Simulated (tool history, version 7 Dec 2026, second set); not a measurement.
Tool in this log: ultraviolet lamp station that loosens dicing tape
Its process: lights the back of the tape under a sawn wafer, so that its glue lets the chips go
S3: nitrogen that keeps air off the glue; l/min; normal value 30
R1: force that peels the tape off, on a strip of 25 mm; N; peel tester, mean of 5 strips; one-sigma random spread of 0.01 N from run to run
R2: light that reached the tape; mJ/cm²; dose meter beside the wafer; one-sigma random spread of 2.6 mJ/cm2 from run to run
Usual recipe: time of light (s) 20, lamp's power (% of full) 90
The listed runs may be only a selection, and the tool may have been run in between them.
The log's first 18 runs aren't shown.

Run 19, hour 529.2: usual settings but time of light (s) 35. Result: R1 0.306 N, R2 485 mJ/cm².
Run 20, hour 560.5: usual settings but time of light (s) 35. Result: R1 0.301 N, R2 477 mJ/cm².
Run 21, hour 595.2: usual settings but time of light (s) 35. Result: R1 0.291 N, R2 477 mJ/cm².
Run 22, hour 632.1: usual settings. Result: R1 0.553 N, R2 269 mJ/cm².
Run 23, hour 663.7: usual settings but time of light (s) 30, S3 10 l/min. Result: R1 0.524 N, R2 411 mJ/cm².
Run 24, hour 699.4: usual settings but time of light (s) 30, S3 10 l/min. Result: R1 0.545 N, R2 399 mJ/cm².
Run 25, hour 724.7: usual settings but time of light (s) 36, lamp's power (% of full) 66, S3 54 l/min. Result: R1 0.345 N, R2 353 mJ/cm².
Run 26, hour 744.1: usual settings but time of light (s) 37. Result: R1 0.299 N, R2 491 mJ/cm².
Run 27, hour 761.7: usual settings but time of light (s) 13, lamp's power (% of full) 91. Result: R1 0.96 N, R2 174 mJ/cm².
Run 28, hour 787.7: usual settings but time of light (s) 13, lamp's power (% of full) 91. Result: R1 0.929 N, R2 173 mJ/cm².
Run 29, hour 812.5: usual settings but time of light (s) 13, lamp's power (% of full) 67, S3 15 l/min. Result: R1 1.465 N, R2 131 mJ/cm².
Run 30, hour 830.1: usual settings but time of light (s) 17, lamp's power (% of full) 91, S3 13 l/min. Result: R1 0.964 N, R2 224 mJ/cm².
Run 31, hour 858.2: usual settings but time of light (s) 15, lamp's power (% of full) 91, S3 13 l/min. Result: R1 1.038 N, R2 195 mJ/cm².
Run 32, hour 891.2: usual settings but S3 22 l/min. Result: R1 0.671 N, R2 257 mJ/cm².
Run 33, hour 919.2: usual settings but time of light (s) 23, lamp's power (% of full) 62, S3 33 l/min. Result: R1 0.75 N, R2 203 mJ/cm².
Run 34, hour 951.8: usual settings but time of light (s) 25, lamp's power (% of full) 97, S3 42 l/min. Result: R1 0.368 N, R2 341 mJ/cm².
At hour 959.3: window cleaned of glue's vapour.
Run 35, hour 970.2: usual settings but time of light (s) 25, lamp's power (% of full) 97, S3 42 l/min. Result: R1 0.357 N, R2 365 mJ/cm².
Run 36, hour 993.7: usual settings but lamp's power (% of full) 95, S3 24 l/min. Result: R1 0.567 N, R2 281 mJ/cm².
Run 37, hour 1025: usual settings but lamp's power (% of full) 95, S3 24 l/min. Result: R1 0.6 N, R2 281 mJ/cm².
Run 38, hour 1046.7: usual settings but time of light (s) 35, lamp's power (% of full) 95, S3 32 l/min. Result: R1 0.297 N, R2 488 mJ/cm².
Run 39, hour 1064.2: usual settings but time of light (s) 35, lamp's power (% of full) 95, S3 32 l/min. Result: R1 0.293 N, R2 483 mJ/cm².
Run 40, hour 1086.6: usual settings but time of light (s) 36, lamp's power (% of full) 82, S3 14 l/min. Result: R1 0.439 N, R2 432 mJ/cm².
Run 41, hour 1104.9: usual settings but time of light (s) 36, lamp's power (% of full) 82, S3 14 l/min. Result: R1 0.419 N, R2 431 mJ/cm².
Run 42, hour 1127.2: usual settings but time of light (s) 36, lamp's power (% of full) 82, S3 14 l/min. Result: R1 0.444 N, R2 429 mJ/cm².
Run 43, hour 1157.3: usual settings but time of light (s) 36, lamp's power (% of full) 82, S3 14 l/min. Result: R1 0.443 N, R2 422 mJ/cm².

Forecast each of these 4 alternatives for the next run:
Run A, hour 1194.8: usual settings but lamp's power (% of full) 61, S3 20 l/min. Result: R1 ?, R2 ?.
Run B, hour 1194.8: usual settings but time of light (s) 21, lamp's power (% of full) 63, S3 9 l/min. Result: R1 ?, R2 ?.
Run C, hour 1194.8: usual settings but time of light (s) 14, lamp's power (% of full) 82, S3 19 l/min. Result: R1 ?, R2 ?.
Run D, hour 1194.8: usual settings but S3 43 l/min. Result: R1 ?, R2 ?.

run     R1   R2
  A  1.066  170
  B  1.272  189
  C  1.169  163
  D  0.518  257
Take away the tool's hidden state, keep each run's random variation, and the runs would have read:
run     R1   R2
  A  0.814  221
  B  1.004  245
  C  0.903  211
  D  0.377  331

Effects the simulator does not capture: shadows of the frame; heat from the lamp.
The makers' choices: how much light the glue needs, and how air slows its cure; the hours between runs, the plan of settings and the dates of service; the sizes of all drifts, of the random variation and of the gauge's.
